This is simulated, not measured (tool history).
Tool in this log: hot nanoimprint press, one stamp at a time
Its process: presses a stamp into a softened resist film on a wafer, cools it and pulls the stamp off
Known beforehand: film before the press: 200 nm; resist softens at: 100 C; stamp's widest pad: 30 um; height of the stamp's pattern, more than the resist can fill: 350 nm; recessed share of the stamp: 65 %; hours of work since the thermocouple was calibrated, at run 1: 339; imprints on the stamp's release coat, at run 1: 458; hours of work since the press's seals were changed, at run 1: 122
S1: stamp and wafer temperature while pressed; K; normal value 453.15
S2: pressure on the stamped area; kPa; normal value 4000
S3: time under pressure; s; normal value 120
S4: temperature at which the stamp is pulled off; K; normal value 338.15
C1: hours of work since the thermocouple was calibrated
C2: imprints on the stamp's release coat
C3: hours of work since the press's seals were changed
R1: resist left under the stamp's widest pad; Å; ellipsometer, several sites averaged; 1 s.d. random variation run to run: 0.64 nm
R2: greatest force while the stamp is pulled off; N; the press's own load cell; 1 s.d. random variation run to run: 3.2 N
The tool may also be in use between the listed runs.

Run 1, hour 0.0: usual settings; C1 339; C2 458; C3 122. Result: R1 869 Å, R2 176 N.
Run 2, hour 12.1: usual settings but S1 454.15 K; C1 348; C2 512; C3 132. Result: R1 821 Å, R2 176 N.
Run 3, hour 26.7: usual settings; C1 360; C2 576; C3 143. Result: R1 857 Å, R2 181 N.
Run 4, hour 35.0: usual settings but S1 450.15 K; C1 366; C2 612; C3 149. Result: R1 964 Å, R2 191 N.
Run 5, hour 42.3: usual settings; C1 372; C2 644; C3 155. Result: R1 843 Å, R2 188 N.
Run 6, hour 58.5: usual settings; C1 384; C2 716; C3 167. Result: R1 848 Å, R2 184 N.
Run 7, hour 68.5: usual settings but S3 114 s; C1 392; C2 760; C3 175. Result: R1 865 Å, R2 190 N.
Run 8, hour 84.0: usual settings but S3 114 s; C1 404; C2 828; C3 187. Result: R1 871 Å, R2 197 N.
Run 9, hour 96.1: usual settings but S3 114 s; C1 413; C2 882; C3 196. Result: R1 859 Å, R2 201 N.
Run 10, hour 113.6: usual settings but S3 114 s; C1 427; C2 959; C3 210. Result: R1 847 Å, R2 206 N.
At hour 124.2: plate thermocouple calibrated.
Run 11, hour 127.7: usual settings but S3 114 s; C1 3; C2 1008; C3 218. Result: R1 946 Å, R2 212 N.
Run 12, hour 143.6: usual settings but S1 465.15 K, S3 114 s; C1 15; C2 1078; C3 231. Result: R1 567 Å, R2 225 N.
Run 13, hour 154.0: usual settings but S1 465.15 K, S3 114 s; C1 23; C2 1124; C3 239. Result: R1 575 Å, R2 228 N.
Run 14, hour 163.9: usual settings but S1 465.15 K, S3 114 s; C1 31; C2 1167; C3 246. Result: R1 570 Å, R2 229 N.
Run 15, hour 174.1: usual settings but S1 465.15 K, S3 114 s; C1 39; C2 1212; C3 254. Result: R1 581 Å, R2 233 N.
Run 16, hour 185.5: usual settings but S1 465.15 K, S3 114 s; C1 47; C2 1262; C3 263. Result: R1 561 Å, R2 240 N.
At hour 192.9: stamp cleaned and given a new release coat.
Run 17, hour 202.6: usual settings but S1 441.15 K, S2 3440 kPa, S3 96 s, S4 328.15 K; C1 56; C2 42; C3 272. Result: R1 1556 Å, R2 195 N.
Run 18, hour 214.0: usual settings but S2 5110 kPa, S3 94 s, S4 325.15 K; C1 65; C2 93; C3 280. Result: R1 891 Å, R2 223 N.
Run 19, hour 227.4: usual settings but S1 450.15 K, S2 5080 kPa; C1 75; C2 152; C3 291. Result: R1 924 Å, R2 160 N.
Run 20, hour 244.7: usual settings but S1 461.15 K, S2 5080 kPa, S3 89 s; C1 88; C2 228; C3 304. Result: R1 660 Å, R2 165 N.
Run 21, hour 257.6: usual settings but S1 456.15 K, S2 5040 kPa, S3 94 s, S4 345.15 K; C1 98; C2 285; C3 314. Result: R1 798 Å, R2 140 N.
Run 22, hour 268.0: usual settings but S1 456.15 K, S2 2540 kPa, S3 104 s, S4 330.15 K; C1 106; C2 331; C3 322. Result: R1 1039 Å, R2 218 N.
Run 23, hour 279.2: usual settings but S1 456.15 K, S2 2540 kPa, S3 104 s, S4 330.15 K; C1 115; C2 380; C3 331. Result: R1 1039 Å, R2 210 N.
Run 24, hour 294.0: usual settings but S3 128 s, S4 345.15 K; C1 126; C2 445; C3 342. Result: R1 887 Å, R2 143 N.
Run 25, hour 307.2: usual settings but S1 450.15 K, S2 5870 kPa, S3 107 s, S4 334.15 K; C1 137; C2 504; C3 352. Result: R1 890 Å, R2 197 N.
Run 26, hour 323.6: usual settings but S1 459.15 K, S2 2780 kPa, S3 180 s, S4 324.15 K; C1 149; C2 576; C3 365. Result: R1 714 Å, R2 263 N.
Run 27, hour 338.1: usual settings but S1 464.15 K, S2 6310 kPa; C1 160; C2 640; C3 376. Result: R1 444 Å, R2 191 N.
Run 28, hour 351.3: usual settings but S1 447.15 K, S2 3230 kPa, S3 134 s, S4 343.15 K; C1 170; C2 698; C3 386. Result: R1 1208 Å, R2 163 N.
Run 29, hour 360.2: usual settings but S1 447.15 K, S2 3230 kPa, S3 134 s, S4 343.15 K; C1 177; C2 737; C3 393. Result: R1 1178 Å, R2 162 N.
Run 30, hour 377.3: usual settings but S1 447.15 K, S2 3230 kPa, S3 134 s, S4 343.15 K; C1 191; C2 813; C3 406. Result: R1 1185 Å, R2 173 N.

What if the next run were any one of these 4? Each begins from the tool's condition after run 30:
Run A, hour 390.6: usual settings but S1 447.15 K, S2 3230 kPa, S3 78 s, S4 343.15 K; C1 201; C2 871; C3 417. Result: R1 ?, R2 ?.
Run B, hour 390.6: usual settings but S1 458.15 K; C1 201; C2 871; C3 417. Result: R1 ?, R2 ?.
Run C, hour 390.6: usual settings but S1 447.15 K, S2 5190 kPa, S3 134 s, S4 343.15 K; C1 201; C2 871; C3 417. Result: R1 ?, R2 ?.
Run D, hour 390.6: usual settings but S2 2830 kPa; C1 201; C2 871; C3 417. Result: R1 ?, R2 ?.

run    R1   R2
  A  1382  171
  B   721  198
  C   973  178
  D  1032  208
With no hidden state in the tool, these same runs would have given:
run    R1   R2
  A  1414  128
  B   743  148
  C  1003  134
  D  1064  156
